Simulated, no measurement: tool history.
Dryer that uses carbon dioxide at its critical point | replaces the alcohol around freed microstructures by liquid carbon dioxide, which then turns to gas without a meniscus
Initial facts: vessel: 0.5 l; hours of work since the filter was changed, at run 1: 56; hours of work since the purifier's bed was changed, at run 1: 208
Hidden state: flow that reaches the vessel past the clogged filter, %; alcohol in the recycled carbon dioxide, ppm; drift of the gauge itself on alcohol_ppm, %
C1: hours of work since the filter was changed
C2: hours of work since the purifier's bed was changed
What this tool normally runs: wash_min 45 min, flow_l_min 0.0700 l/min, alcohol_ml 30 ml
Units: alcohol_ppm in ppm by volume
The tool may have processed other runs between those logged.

run 1 hour=0.0 | wash_min=45 flow_l_min=0.0700 alcohol_ml=30 | C1=56 C2=208 | alcohol_ppm=479
run 2 hour=13.2 | wash_min=45 flow_l_min=0.0700 alcohol_ml=30 | C1=64 C2=216 | alcohol_ppm=477
run 3 hour=20.5 | wash_min=45 flow_l_min=0.0700 alcohol_ml=41 | C1=69 C2=220 | alcohol_ppm=654
run 4 hour=34.5 | wash_min=45 flow_l_min=0.0700 alcohol_ml=41 | C1=77 C2=229 | alcohol_ppm=650
run 5 hour=42.6 | wash_min=45 flow_l_min=0.0438 alcohol_ml=30 | C1=82 C2=234 | alcohol_ppm=3131
run 6 hour=55.3 | wash_min=45 flow_l_min=0.0700 alcohol_ml=66 | C1=89 C2=241 | alcohol_ppm=1046
run 7 hour=69.9 | wash_min=45 flow_l_min=0.0700 alcohol_ml=73 | C1=98 C2=250 | alcohol_ppm=1138
run 8 hour=79.1 | wash_min=45 flow_l_min=0.0700 alcohol_ml=73 | C1=104 C2=255 | alcohol_ppm=1156
run 9 hour=94.4 | wash_min=45 flow_l_min=0.0700 alcohol_ml=73 | C1=113 C2=264 | alcohol_ppm=1198
run 10 hour=102.8 | wash_min=45 flow_l_min=0.0700 alcohol_ml=38 | C1=118 C2=269 | alcohol_ppm=638
run 11 hour=114.5 | wash_min=45 flow_l_min=0.0700 alcohol_ml=38 | C1=125 C2=276 | alcohol_ppm=663
run 12 hour=123.4 | wash_min=45 flow_l_min=0.0700 alcohol_ml=38 | C1=130 C2=282 | alcohol_ppm=651
run 13 hour=133.2 | wash_min=45 flow_l_min=0.0700 alcohol_ml=30 | C1=136 C2=287 | alcohol_ppm=524
run 14 hour=143.8 | wash_min=55 flow_l_min=0.0700 alcohol_ml=30 | C1=142 C2=294 | alcohol_ppm=225
run 15 hour=151.8 | wash_min=55 flow_l_min=0.0700 alcohol_ml=30 | C1=147 C2=299 | alcohol_ppm=224
run 16 hour=166.5 | wash_min=55 flow_l_min=0.0700 alcohol_ml=30 | C1=156 C2=307 | alcohol_ppm=236
run 17 hour=179.0 | wash_min=55 flow_l_min=0.0700 alcohol_ml=30 | C1=163 C2=315 | alcohol_ppm=240
run 18 hour=194.7 | wash_min=45 flow_l_min=0.0700 alcohol_ml=30 | C1=172 C2=324 | alcohol_ppm=539
run 19 hour=202.8 | wash_min=45 flow_l_min=0.0700 alcohol_ml=30 | C1=177 C2=329 | alcohol_ppm=546
run 20 hour=209.8 | wash_min=45 flow_l_min=0.0700 alcohol_ml=30 | C1=181 C2=333 | alcohol_ppm=560
run 21 hour=220.6 | wash_min=45 flow_l_min=0.0700 alcohol_ml=30 | C1=188 C2=339 | alcohol_ppm=564
run 22 hour=234.1 | wash_min=45 flow_l_min=0.0700 alcohol_ml=30 | C1=196 C2=347 | alcohol_ppm=586
run 23 hour=241.5 | wash_min=45 flow_l_min=0.0700 alcohol_ml=30 | C1=200 C2=352 | alcohol_ppm=586
run 24 hour=255.9 | wash_min=45 flow_l_min=0.0700 alcohol_ml=30 | C1=209 C2=360 | alcohol_ppm=566
run 25 hour=270.2 | wash_min=45 flow_l_min=0.0700 alcohol_ml=30 | C1=217 C2=369 | alcohol_ppm=581
run 26 hour=286.1 | wash_min=45 flow_l_min=0.0700 alcohol_ml=30 | C1=227 C2=378 | alcohol_ppm=589
run 27 hour=293.6 | wash_min=45 flow_l_min=0.0700 alcohol_ml=30 | C1=231 C2=383 | alcohol_ppm=596
run 28 hour=301.7 | wash_min=65 flow_l_min=0.0750 alcohol_ml=30 | C1=236 C2=388 | alcohol_ppm=130
run 29 hour=318.4 | wash_min=42 flow_l_min=0.0688 alcohol_ml=30 | C1=246 C2=398 | alcohol_ppm=845
run 30 hour=333.0 | wash_min=45 flow_l_min=0.0573 alcohol_ml=63 | C1=255 C2=406 | alcohol_ppm=2780
run 31 hour=349.6 | wash_min=45 flow_l_min=0.0953 alcohol_ml=30 | C1=265 C2=416 | alcohol_ppm=176
run 32 hour=362.6 | wash_min=38 flow_l_min=0.0885 alcohol_ml=23 | C1=272 C2=424 | alcohol_ppm=356
run 33 hour=376.2 | wash_min=29 flow_l_min=0.0641 alcohol_ml=102 | C1=280 C2=432 | alcohol_ppm=13046
run 34 hour=388.0 | wash_min=36 flow_l_min=0.0700 alcohol_ml=59 | C1=287 C2=439 | alcohol_ppm=2788
run 35 hour=401.5 | wash_min=36 flow_l_min=0.0700 alcohol_ml=59 | C1=295 C2=447 | alcohol_ppm=2781
run 36 hour=413.8 | wash_min=36 flow_l_min=0.0700 alcohol_ml=59 | C1=303 C2=454 | alcohol_ppm=2850
run 37 hour=427.7 | wash_min=36 flow_l_min=0.0700 alcohol_ml=59 | C1=311 C2=463 | alcohol_ppm=2798
run 38 hour=441.2 | wash_min=55 flow_l_min=0.1004 alcohol_ml=59 | C1=319 C2=471 | alcohol_ppm=127
run 39 hour=451.2 | wash_min=55 flow_l_min=0.1004 alcohol_ml=59 | C1=325 C2=477 | alcohol_ppm=141
run 40 hour=466.0 | wash_min=55 flow_l_min=0.1004 alcohol_ml=59 | C1=334 C2=485 | alcohol_ppm=132
run 41 hour=473.4 | wash_min=55 flow_l_min=0.1004 alcohol_ml=59 | C1=338 C2=490 | alcohol_ppm=135
run 42 hour=486.3 | wash_min=45 flow_l_min=0.0919 alcohol_ml=77 | C1=346 C2=498 | alcohol_ppm=387
run 43 hour=501.3 | wash_min=45 flow_l_min=0.0919 alcohol_ml=77 | C1=355 C2=506 | alcohol_ppm=410
run 44 hour=516.7 | wash_min=45 flow_l_min=0.0919 alcohol_ml=77 | C1=364 C2=516 | alcohol_ppm=410
run 45 hour=525.2 | wash_min=44 flow_l_min=0.0598 alcohol_ml=21 | C1=369 C2=521 | alcohol_ppm=995
run 46 hour=536.4 | wash_min=51 flow_l_min=0.0700 alcohol_ml=30 | C1=376 C2=527 | alcohol_ppm=423
run 47 hour=545.2 | wash_min=39 flow_l_min=0.0439 alcohol_ml=26 | C1=381 C2=533 | alcohol_ppm=4590

What would each run have given without the hidden state, its run-to-run variation left as it was?
run=1 alcohol_ppm=412
run=2 alcohol_ppm=406
run=3 alcohol_ppm=569
run=4 alcohol_ppm=560
run=5 alcohol_ppm=2939
run=6 alcohol_ppm=913
run=7 alcohol_ppm=989
run=8 alcohol_ppm=1000
run=9 alcohol_ppm=1028
run=10 alcohol_ppm=521
run=11 alcohol_ppm=539
run=12 alcohol_ppm=524
run=13 alcohol_ppm=410
run=14 alcohol_ppm=140
run=15 alcohol_ppm=137
run=16 alcohol_ppm=145
run=17 alcohol_ppm=146
run=18 alcohol_ppm=402
run=19 alcohol_ppm=406
run=20 alcohol_ppm=417
run=21 alcohol_ppm=417
run=22 alcohol_ppm=430
run=23 alcohol_ppm=425
run=24 alcohol_ppm=406
run=25 alcohol_ppm=412
run=26 alcohol_ppm=418
run=27 alcohol_ppm=418
run=28 alcohol_ppm=36
run=29 alcohol_ppm=622
run=30 alcohol_ppm=2244
run=31 alcohol_ppm=63
run=32 alcohol_ppm=206
run=33 alcohol_ppm=11192
run=34 alcohol_ppm=2198
run=35 alcohol_ppm=2182
run=36 alcohol_ppm=2222
run=37 alcohol_ppm=2167
run=38 alcohol_ppm=18
run=39 alcohol_ppm=31
run=40 alcohol_ppm=17
run=41 alcohol_ppm=17
run=42 alcohol_ppm=186
run=43 alcohol_ppm=202
run=44 alcohol_ppm=199
run=45 alcohol_ppm=675
run=46 alcohol_ppm=213
run=47 alcohol_ppm=3753
